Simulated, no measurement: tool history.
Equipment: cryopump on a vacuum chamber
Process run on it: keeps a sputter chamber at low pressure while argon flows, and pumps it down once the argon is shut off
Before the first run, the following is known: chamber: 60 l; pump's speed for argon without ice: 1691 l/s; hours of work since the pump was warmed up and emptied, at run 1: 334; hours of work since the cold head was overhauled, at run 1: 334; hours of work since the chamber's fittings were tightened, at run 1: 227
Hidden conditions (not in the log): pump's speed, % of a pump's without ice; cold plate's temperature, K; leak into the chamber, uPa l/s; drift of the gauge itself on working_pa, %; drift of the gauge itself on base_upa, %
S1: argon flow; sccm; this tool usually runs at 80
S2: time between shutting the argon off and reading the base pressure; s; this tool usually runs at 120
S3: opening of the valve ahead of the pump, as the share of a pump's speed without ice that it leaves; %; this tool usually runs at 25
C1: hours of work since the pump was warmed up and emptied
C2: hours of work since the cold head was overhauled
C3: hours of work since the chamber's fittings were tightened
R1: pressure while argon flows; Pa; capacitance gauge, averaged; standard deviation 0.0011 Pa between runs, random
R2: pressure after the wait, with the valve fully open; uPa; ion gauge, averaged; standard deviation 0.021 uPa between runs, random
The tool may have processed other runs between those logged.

{"run": 1, "hour": 0.0, "S1": 80, "S2": 120, "S3": 25, "C1": 334, "C2": 334, "C3": 227, "R1": 0.3257, "R2": 0.57}
{"run": 2, "hour": 22.8, "S1": 80, "S2": 120, "S3": 25, "C1": 347, "C2": 347, "C3": 240, "R1": 0.3239, "R2": 0.56}
{"run": 3, "hour": 41.8, "S1": 80, "S2": 120, "S3": 47, "C1": 357, "C2": 357, "C3": 250, "R1": 0.1762, "R2": 0.53}
{"run": 4, "hour": 61.2, "S1": 80, "S2": 120, "S3": 25, "C1": 368, "C2": 368, "C3": 261, "R1": 0.3245, "R2": 0.56}
{"run": 5, "hour": 77.8, "S1": 52, "S2": 120, "S3": 25, "C1": 377, "C2": 377, "C3": 270, "R1": 0.2115, "R2": 0.55}
{"run": 6, "hour": 93.1, "S1": 80, "S2": 120, "S3": 25, "C1": 385, "C2": 385, "C3": 278, "R1": 0.327, "R2": 0.53}
{"run": 7, "hour": 104.5, "S1": 80, "S2": 120, "S3": 25, "C1": 392, "C2": 392, "C3": 285, "R1": 0.3266, "R2": 0.53}
{"run": 8, "hour": 123.8, "S1": 80, "S2": 120, "S3": 25, "C1": 402, "C2": 402, "C3": 295, "R1": 0.328, "R2": 0.57}
{"run": 9, "hour": 138.1, "S1": 80, "S2": 120, "S3": 44, "C1": 410, "C2": 410, "C3": 303, "R1": 0.1875, "R2": 0.57}
{"run": 10, "hour": 147.6, "S1": 80, "S2": 120, "S3": 44, "C1": 416, "C2": 416, "C3": 309, "R1": 0.189, "R2": 0.55}
{"run": 11, "hour": 169.3, "S1": 80, "S2": 120, "S3": 44, "C1": 428, "C2": 428, "C3": 321, "R1": 0.19, "R2": 0.54}
{"run": 12, "hour": 179.7, "S1": 80, "S2": 70, "S3": 25, "C1": 433, "C2": 433, "C3": 326, "R1": 0.326, "R2": 0.75}
{"run": 13, "hour": 191.7, "S1": 80, "S2": 34, "S3": 25, "C1": 440, "C2": 440, "C3": 333, "R1": 0.3274, "R2": 1.27}
{"run": 14, "hour": 205.9, "S1": 80, "S2": 34, "S3": 25, "C1": 448, "C2": 448, "C3": 341, "R1": 0.3277, "R2": 1.24}
{"run": 15, "hour": 227.5, "S1": 80, "S2": 34, "S3": 25, "C1": 460, "C2": 460, "C3": 353, "R1": 0.3265, "R2": 1.25}
{"run": 16, "hour": 246.5, "S1": 80, "S2": 34, "S3": 25, "C1": 470, "C2": 470, "C3": 363, "R1": 0.3281, "R2": 1.26}
{"run": 17, "hour": 262.8, "S1": 80, "S2": 34, "S3": 25, "C1": 479, "C2": 479, "C3": 372, "R1": 0.3259, "R2": 1.24}
{"run": 18, "hour": 278.3, "S1": 42, "S2": 198, "S3": 50, "C1": 488, "C2": 488, "C3": 381, "R1": 0.0875, "R2": 0.49}
{"run": 19, "hour": 297.9, "S1": 80, "S2": 90, "S3": 50, "C1": 499, "C2": 499, "C3": 392, "R1": 0.168, "R2": 0.65}
{"run": 20, "hour": 317.0, "S1": 80, "S2": 29, "S3": 25, "C1": 509, "C2": 509, "C3": 402, "R1": 0.3281, "R2": 1.45}
{"run": 21, "hour": 335.5, "S1": 80, "S2": 120, "S3": 16, "C1": 519, "C2": 519, "C3": 413, "R1": 0.5065, "R2": 0.61}
{"run": 22, "hour": 352.7, "S1": 55, "S2": 86, "S3": 23, "C1": 529, "C2": 529, "C3": 422, "R1": 0.245, "R2": 0.73}
{"run": 23, "hour": 365.5, "S1": 55, "S2": 73, "S3": 38, "C1": 536, "C2": 536, "C3": 429, "R1": 0.1504, "R2": 0.74}
{"run": 24, "hour": 377.7, "S1": 55, "S2": 73, "S3": 38, "C1": 543, "C2": 543, "C3": 436, "R1": 0.1506, "R2": 0.77}
{"run": 25, "hour": 392.2, "S1": 37, "S2": 59, "S3": 54, "C1": 551, "C2": 551, "C3": 444, "R1": 0.0727, "R2": 0.86}
{"run": 26, "hour": 405.8, "S1": 101, "S2": 59, "S3": 54, "C1": 558, "C2": 558, "C3": 451, "R1": 0.1972, "R2": 0.87}
{"run": 27, "hour": 424.1, "S1": 101, "S2": 59, "S3": 54, "C1": 568, "C2": 568, "C3": 462, "R1": 0.1974, "R2": 0.88}
{"run": 28, "hour": 445.9, "S1": 101, "S2": 59, "S3": 54, "C1": 581, "C2": 581, "C3": 474, "R1": 0.1973, "R2": 0.91}
{"run": 29, "hour": 459.9, "S1": 101, "S2": 59, "S3": 54, "C1": 588, "C2": 588, "C3": 481, "R1": 0.1981, "R2": 0.87}
{"run": 30, "hour": 470.8, "S1": 96, "S2": 67, "S3": 54, "C1": 594, "C2": 594, "C3": 487, "R1": 0.1881, "R2": 0.83}
{"run": 31, "hour": 490.7, "S1": 96, "S2": 67, "S3": 54, "C1": 605, "C2": 605, "C3": 498, "R1": 0.1889, "R2": 0.79}
{"run": 32, "hour": 509.4, "S1": 96, "S2": 67, "S3": 54, "C1": 616, "C2": 616, "C3": 509, "R1": 0.1872, "R2": 0.86}
{"run": 33, "hour": 523.8, "S1": 158, "S2": 205, "S3": 46, "C1": 624, "C2": 624, "C3": 517, "R1": 0.3632, "R2": 0.48}
{"run": 34, "hour": 542.7, "S1": 101, "S2": 205, "S3": 25, "C1": 634, "C2": 634, "C3": 527, "R1": 0.4148, "R2": 0.47}

Measured result minus the same run's result without the hidden state. Both carry the same run-to-run variation, though not necessarily the same gauge scatter:
run=1 R1=+0.0054 R2=+0.09
run=2 R1=+0.0055 R2=+0.09
run=3 R1=+0.0057 R2=+0.09
run=4 R1=+0.0058 R2=+0.10
run=5 R1=+0.0039 R2=+0.10
run=6 R1=+0.0061 R2=+0.10
run=7 R1=+0.0061 R2=+0.11
run=8 R1=+0.0063 R2=+0.10
run=9 R1=+0.0064 R2=+0.10
run=10 R1=+0.0065 R2=+0.11
run=11 R1=+0.0066 R2=+0.11
run=12 R1=+0.0067 R2=+0.12
run=13 R1=+0.0068 R2=+0.11
run=14 R1=+0.0069 R2=+0.12
run=15 R1=+0.0071 R2=+0.12
run=16 R1=+0.0072 R2=+0.13
run=17 R1=+0.0073 R2=+0.13
run=18 R1=+0.0039 R2=+0.13
run=19 R1=+0.0076 R2=+0.13
run=20 R1=+0.0078 R2=+0.14
run=21 R1=+0.0078 R2=+0.14
run=22 R1=+0.0055 R2=+0.15
run=23 R1=+0.0056 R2=+0.14
run=24 R1=+0.0056 R2=+0.14
run=25 R1=+0.0039 R2=+0.14
run=26 R1=+0.0105 R2=+0.15
run=27 R1=+0.0108 R2=+0.16
run=28 R1=+0.0109 R2=+0.16
run=29 R1=+0.0111 R2=+0.15
run=30 R1=+0.0106 R2=+0.16
run=31 R1=+0.0108 R2=+0.15
run=32 R1=+0.0110 R2=+0.17
run=33 R1=+0.0184 R2=+0.15
run=34 R1=+0.0119 R2=+0.16

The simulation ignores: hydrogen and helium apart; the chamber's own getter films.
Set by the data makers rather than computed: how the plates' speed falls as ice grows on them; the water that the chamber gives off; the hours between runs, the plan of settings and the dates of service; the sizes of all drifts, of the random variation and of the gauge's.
